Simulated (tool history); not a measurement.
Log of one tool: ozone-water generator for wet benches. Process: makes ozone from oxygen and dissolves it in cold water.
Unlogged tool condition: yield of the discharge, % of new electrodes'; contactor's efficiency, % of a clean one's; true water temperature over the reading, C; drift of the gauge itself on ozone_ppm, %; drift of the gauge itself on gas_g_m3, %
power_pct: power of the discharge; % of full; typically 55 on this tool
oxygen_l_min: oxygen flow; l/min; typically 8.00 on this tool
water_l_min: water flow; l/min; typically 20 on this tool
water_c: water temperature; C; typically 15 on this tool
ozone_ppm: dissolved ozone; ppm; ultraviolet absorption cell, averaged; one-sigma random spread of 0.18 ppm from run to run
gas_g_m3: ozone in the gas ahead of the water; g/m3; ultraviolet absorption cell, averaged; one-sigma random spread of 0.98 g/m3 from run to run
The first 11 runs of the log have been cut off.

| run | hour | power_pct | oxygen_l_min | water_l_min | water_c | hours of work since the electrodes were changed | hours of work since the contactor was cleaned | hours of work since the thermometer was calibrated | ozone_ppm | gas_g_m3 |
|---|---|---|---|---|---|---|---|---|---|---|
| 12 | 222.3 | 55 | 8.00 | 20 | 14 | 487 | 6636 | 3049 | 23.9 | 168.2 |
| 13 | 250.9 | 55 | 8.00 | 20 | 14 | 515 | 6665 | 3078 | 23.6 | 168.3 |
| 14 | 280.1 | 55 | 8.00 | 20 | 14 | 544 | 6694 | 3107 | 23.8 | 167.8 |
| 15 | 302.1 | 55 | 8.00 | 20 | 15 | 566 | 6715 | 3128 | 22.9 | 167.7 |
| 16 | 324.8 | 55 | 8.00 | 13 | 15 | 588 | 6738 | 3151 | 31.0 | 169.8 |
| 17 | 355.6 | 55 | 8.00 | 13 | 15 | 619 | 6768 | 3181 | 31.2 | 168.4 |
| 18 | 377.2 | 96 | 6.69 | 13 | 15 | 640 | 6790 | 3203 | 52.9 | 305.2 |
| 19 | 390.8 | 80 | 6.69 | 13 | 15 | 654 | 6803 | 3216 | 44.4 | 264.0 |
| 20 | 417.9 | 80 | 6.69 | 13 | 15 | 680 | 6830 | 3243 | 44.5 | 260.0 |
| 21 | 447.8 | 88 | 5.18 | 12 | 8 | 710 | 6860 | 3273 | 59.4 | 328.4 |
| 22 | 472.8 | 88 | 5.18 | 12 | 8 | 735 | 6884 | 3297 | 59.4 | 327.0 |
| 23 | 504.4 | 58 | 5.18 | 19 | 8 | 766 | 6916 | 3329 | 28.2 | 225.4 |
| 24 | 529.0 | 58 | 5.18 | 19 | 8 | 790 | 6940 | 3353 | 28.3 | 225.2 |
| 25 | 561.8 | 58 | 5.18 | 19 | 8 | 823 | 6972 | 3385 | 28.2 | 225.8 |
| 26 | 580.8 | 55 | 8.00 | 14 | 8 | 842 | 6991 | 3404 | 33.9 | 167.3 |

Run 27, settings as shown, results not yet in. Your forecast:
| 27 | 594.9 | 80 | 11.72 | 16 | 8 | 856 | 7005 | 3418 | ? | ? |

Run 27 gave ozone_ppm 40.7 ppm, gas_g_m3 189.1 g/m3.
If the tool had no hidden condition, the same run with the same run-to-run variation would have returned ozone_ppm 42.9 ppm, gas_g_m3 189.6 g/m3.
